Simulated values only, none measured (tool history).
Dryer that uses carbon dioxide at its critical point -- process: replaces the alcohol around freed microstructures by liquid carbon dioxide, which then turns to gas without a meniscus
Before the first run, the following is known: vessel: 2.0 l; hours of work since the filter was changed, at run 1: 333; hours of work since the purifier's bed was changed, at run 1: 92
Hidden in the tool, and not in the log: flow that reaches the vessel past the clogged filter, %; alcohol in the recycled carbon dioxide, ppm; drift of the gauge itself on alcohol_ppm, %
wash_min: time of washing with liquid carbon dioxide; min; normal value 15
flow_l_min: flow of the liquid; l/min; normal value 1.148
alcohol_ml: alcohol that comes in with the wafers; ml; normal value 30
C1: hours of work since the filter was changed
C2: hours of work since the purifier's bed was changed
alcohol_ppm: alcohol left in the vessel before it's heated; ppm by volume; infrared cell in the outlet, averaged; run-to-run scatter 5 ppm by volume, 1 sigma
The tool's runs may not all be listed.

Run 1, hour 0.0: usual settings; C1 333; C2 92. Result: alcohol_ppm 79 ppm by volume.
Run 2, hour 5.2: usual settings; C1 334; C2 94. Result: alcohol_ppm 77 ppm by volume.
At hour 7.7: inlet filter changed.
Run 3, hour 13.4: usual settings but flow_l_min 1.890 l/min; C1 2; C2 97. Result: alcohol_ppm 32 ppm by volume.
Run 4, hour 21.9: usual settings but flow_l_min 1.890 l/min; C1 5; C2 100. Result: alcohol_ppm 30 ppm by volume.
Run 5, hour 28.7: usual settings but flow_l_min 1.890 l/min; C1 8; C2 102. Result: alcohol_ppm 14 ppm by volume.
Run 6, hour 35.7: usual settings but flow_l_min 1.100 l/min; C1 10; C2 105. Result: alcohol_ppm 74 ppm by volume.
Run 7, hour 41.9: usual settings but wash_min 14 min, flow_l_min 1.100 l/min; C1 12; C2 107. Result: alcohol_ppm 94 ppm by volume.
Run 8, hour 46.5: usual settings but wash_min 21 min; C1 14; C2 109. Result: alcohol_ppm 32 ppm by volume.
Run 9, hour 52.9: usual settings; C1 16; C2 111. Result: alcohol_ppm 70 ppm by volume.
Run 10, hour 58.7: usual settings; C1 18; C2 113. Result: alcohol_ppm 70 ppm by volume.
Run 11, hour 64.9: usual settings; C1 21; C2 115. Result: alcohol_ppm 62 ppm by volume.
Run 12, hour 70.3: usual settings; C1 23; C2 117. Result: alcohol_ppm 58 ppm by volume.
Run 13, hour 79.3: usual settings but flow_l_min 1.460 l/min; C1 26; C2 121. Result: alcohol_ppm 28 ppm by volume.
Run 14, hour 87.7: usual settings but wash_min 16 min, flow_l_min 1.460 l/min; C1 29; C2 124. Result: alcohol_ppm 43 ppm by volume.
Run 15, hour 96.6: usual settings but alcohol_ml 50 ml; C1 32; C2 127. Result: alcohol_ppm 85 ppm by volume.
Run 16, hour 105.5: usual settings but alcohol_ml 50 ml; C1 35; C2 130. Result: alcohol_ppm 94 ppm by volume.
Run 17, hour 113.9: usual settings but wash_min 14 min; C1 39; C2 133. Result: alcohol_ppm 83 ppm by volume.
Run 18, hour 120.3: usual settings but wash_min 14 min; C1 41; C2 136. Result: alcohol_ppm 86 ppm by volume.
Run 19, hour 127.0: usual settings; C1 43; C2 138. Result: alcohol_ppm 64 ppm by volume.
Run 20, hour 137.4: usual settings; C1 47; C2 142. Result: alcohol_ppm 71 ppm by volume.
Run 21, hour 148.2: usual settings; C1 51; C2 146. Result: alcohol_ppm 82 ppm by volume.
Run 22, hour 157.4: usual settings but alcohol_ml 23 ml; C1 54; C2 149. Result: alcohol_ppm 61 ppm by volume.
Run 23, hour 164.4: usual settings but wash_min 10 min; C1 57; C2 152. Result: alcohol_ppm 293 ppm by volume.
Run 24, hour 171.0: usual settings but wash_min 12 min, flow_l_min 1.660 l/min; C1 59; C2 154. Result: alcohol_ppm 44 ppm by volume.
Run 25, hour 178.7: usual settings but flow_l_min 1.450 l/min, alcohol_ml 51 ml; C1 62; C2 157. Result: alcohol_ppm 47 ppm by volume.
Run 26, hour 189.1: usual settings but flow_l_min 1.450 l/min, alcohol_ml 51 ml; C1 66; C2 161. Result: alcohol_ppm 52 ppm by volume.
Run 27, hour 193.7: usual settings but flow_l_min 1.450 l/min, alcohol_ml 51 ml; C1 67; C2 162. Result: alcohol_ppm 49 ppm by volume.
Run 28, hour 204.6: usual settings but flow_l_min 1.940 l/min, alcohol_ml 21 ml; C1 71; C2 166. Result: alcohol_ppm 40 ppm by volume.
Run 29, hour 209.6: usual settings but flow_l_min 1.950 l/min, alcohol_ml 94 ml; C1 73; C2 168. Result: alcohol_ppm 42 ppm by volume.
Run 30, hour 220.1: usual settings but wash_min 14 min, flow_l_min 1.950 l/min, alcohol_ml 111 ml; C1 77; C2 172. Result: alcohol_ppm 44 ppm by volume.
Run 31, hour 227.6: usual settings but wash_min 14 min, flow_l_min 1.950 l/min, alcohol_ml 111 ml; C1 80; C2 174. Result: alcohol_ppm 35 ppm by volume.
Run 32, hour 236.5: usual settings but wash_min 20 min, flow_l_min 1.510 l/min, alcohol_ml 111 ml; C1 83; C2 178. Result: alcohol_ppm 41 ppm by volume.
Run 33, hour 243.6: usual settings but alcohol_ml 27 ml; C1 86; C2 180. Result: alcohol_ppm 88 ppm by volume.
Run 34, hour 249.2: usual settings but alcohol_ml 27 ml; C1 88; C2 182. Result: alcohol_ppm 77 ppm by volume.
Run 35, hour 255.5: usual settings but wash_min 12 min, flow_l_min 1.590 l/min, alcohol_ml 52 ml; C1 90; C2 185. Result: alcohol_ppm 75 ppm by volume.
Run 36, hour 262.9: usual settings but wash_min 10 min, flow_l_min 1.720 l/min, alcohol_ml 99 ml; C1 93; C2 187. Result: alcohol_ppm 150 ppm by volume.
Run 37, hour 272.5: usual settings but wash_min 12 min; C1 96; C2 191. Result: alcohol_ppm 170 ppm by volume.
Run 38, hour 277.0: usual settings but wash_min 12 min; C1 98; C2 192. Result: alcohol_ppm 171 ppm by volume.
Run 39, hour 282.3: usual settings but wash_min 10 min, flow_l_min 1.530 l/min, alcohol_ml 80 ml; C1 100; C2 194. Result: alcohol_ppm 226 ppm by volume.
Run 40, hour 291.9: usual settings but flow_l_min 0.820 l/min; C1 103; C2 198. Result: alcohol_ppm 263 ppm by volume.
Run 41, hour 296.8: usual settings but wash_min 17 min, flow_l_min 0.820 l/min, alcohol_ml 47 ml; C1 105; C2 200. Result: alcohol_ppm 241 ppm by volume.
Run 42, hour 302.7: usual settings but wash_min 13 min, flow_l_min 1.350 l/min; C1 107; C2 202. Result: alcohol_ppm 77 ppm by volume.
Run 43, hour 312.6: usual settings but wash_min 11 min, flow_l_min 1.070 l/min, alcohol_ml 29 ml; C1 111; C2 205. Result: alcohol_ppm 296 ppm by volume.
Run 44, hour 323.4: usual settings but wash_min 13 min, flow_l_min 0.780 l/min, alcohol_ml 29 ml; C1 115; C2 209. Result: alcohol_ppm 514 ppm by volume.
Run 45, hour 328.0: usual settings but wash_min 13 min, flow_l_min 0.780 l/min, alcohol_ml 29 ml; C1 116; C2 211. Result: alcohol_ppm 501 ppm by volume.
Run 46, hour 336.2: usual settings but wash_min 23 min, flow_l_min 0.840 l/min, alcohol_ml 22 ml; C1 119; C2 214. Result: alcohol_ppm 63 ppm by volume.

Forecast each of these 3 alternatives for the next run:
Run A, hour 346.2: usual settings but wash_min 20 min, flow_l_min 1.030 l/min, alcohol_ml 108 ml; C1 123; C2 217. Result: alcohol_ppm ?.
Run B, hour 346.2: usual settings but wash_min 12 min, flow_l_min 0.840 l/min, alcohol_ml 22 ml; C1 123; C2 217. Result: alcohol_ppm ?.
Run C, hour 346.2: usual settings but wash_min 21 min, flow_l_min 0.850 l/min; C1 123; C2 217. Result: alcohol_ppm ?.

run  alcohol_ppm
  A           98
  B          403
  C           82
The same runs, with their run-to-run variation unchanged, on a tool lacking any hidden condition would have given:
run  alcohol_ppm
  A           45
  B          323
  C           33
